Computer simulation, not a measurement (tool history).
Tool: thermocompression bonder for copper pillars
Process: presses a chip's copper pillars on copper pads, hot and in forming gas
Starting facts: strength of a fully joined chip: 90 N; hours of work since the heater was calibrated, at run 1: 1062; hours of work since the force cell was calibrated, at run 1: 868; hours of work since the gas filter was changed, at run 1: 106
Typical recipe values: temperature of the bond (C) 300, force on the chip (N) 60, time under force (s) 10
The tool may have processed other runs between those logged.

run	hour	temperature of the bond (C)	force on the chip (N)	time under force (s)	hours of work since the heater was calibrated	hours of work since the force cell was calibrated	hours of work since the gas filter was changed	force that shears a chip off (N)
1	0	300	60	10	1062	868	106	41.3
2	28.4	300	60	10	1076	882	120	41.2
3	88.7	300	60	10	1107	913	150	41.3
4	143.8	300	60	10	1135	941	178	41.3
5	186.4	300	60	10	1156	962	199	41.3
6	223	300	60	10	1175	981	218	41.3
7	264.9	300	60	10	1196	1002	239	41.4
8	297.6	300	39	10	1212	1018	255	28.1
9	344.2	300	88	10	1236	1042	279	55.7
# hour 366.2: forming gas filter changed
10	385.3	300	60	10	1256	1062	10	41.6
11	429.1	288	60	10	1278	1084	32	36.9
12	490.9	300	60	10	1309	1115	63	41.8
13	535.6	300	60	10	1332	1138	85	41.6
14	586.2	300	60	10	1357	1163	111	41.5
15	644	300	60	16	1386	1192	140	48.8
16	695	300	60	10	1412	1218	166	41.9
17	729.9	300	60	10	1430	1236	183	41.7
18	760	300	60	10	1445	1251	198	41.6
# hour 785.3: heater calibrated with a thermocouple chip
19	816	300	60	10	15	1278	226	41.8
20	861.7	300	60	13	39	1301	249	45.7
21	920.4	300	74	10	68	1331	278	49.3
# hour 943.1: forming gas filter changed
22	956.9	300	74	10	86	1349	7	49.5
23	998.8	330	70	10	107	1370	28	59.7
24	1028.3	273	39	5	122	1385	43	15.1
25	1075.5	273	39	5	146	1409	67	15
26	1106.9	290	42	6	162	1424	83	22
27	1149.8	287	38	6	183	1446	104	19.2
28	1203.1	316	43	11	210	1473	131	37.9
29	1251.9	277	87	8	235	1497	156	42
30	1286.7	328	42	12	252	1515	173	42.8
31	1332.8	286	45	15	276	1538	196	32.8
32	1359	275	72	30	289	1551	210	55
33	1400.8	298	45	16	310	1573	231	38.2
34	1462.3	312	71	23	341	1604	262	67.3
# hour 1522.2: forming gas filter changed
35	1522.8	312	71	23	371	1634	0	67.2
# hour 1539.7: force cell calibrated
36	1576.1	300	86	12	397	18	26	58.7
37	1601.7	300	85	16	410	31	39	63
# hour 1611.6: gauge calibrated
38	1650.4	283	67	20	435	56	64	48.9

Each row is a separate what-if for the run after 38, all from the same tool condition, not one after another. Results?
A	1693.7	275	64	7	457	78	86	?
B	1693.7	300	51	10	457	78	86	?
C	1693.7	286	42	18	457	78	86	?
D	1693.7	279	71	10	457	78	86	?
E	1693.7	326	40	21	457	78	86	?

run	force that shears a chip off (N)
A	29.3
B	35.9
C	32.4
D	38.4
E	48.4
Stripped of hidden state, with their random variation kept, the same runs would have yielded:
run	force that shears a chip off (N)
A	29.2
B	35.8
C	32.3
D	38.3
E	48.4

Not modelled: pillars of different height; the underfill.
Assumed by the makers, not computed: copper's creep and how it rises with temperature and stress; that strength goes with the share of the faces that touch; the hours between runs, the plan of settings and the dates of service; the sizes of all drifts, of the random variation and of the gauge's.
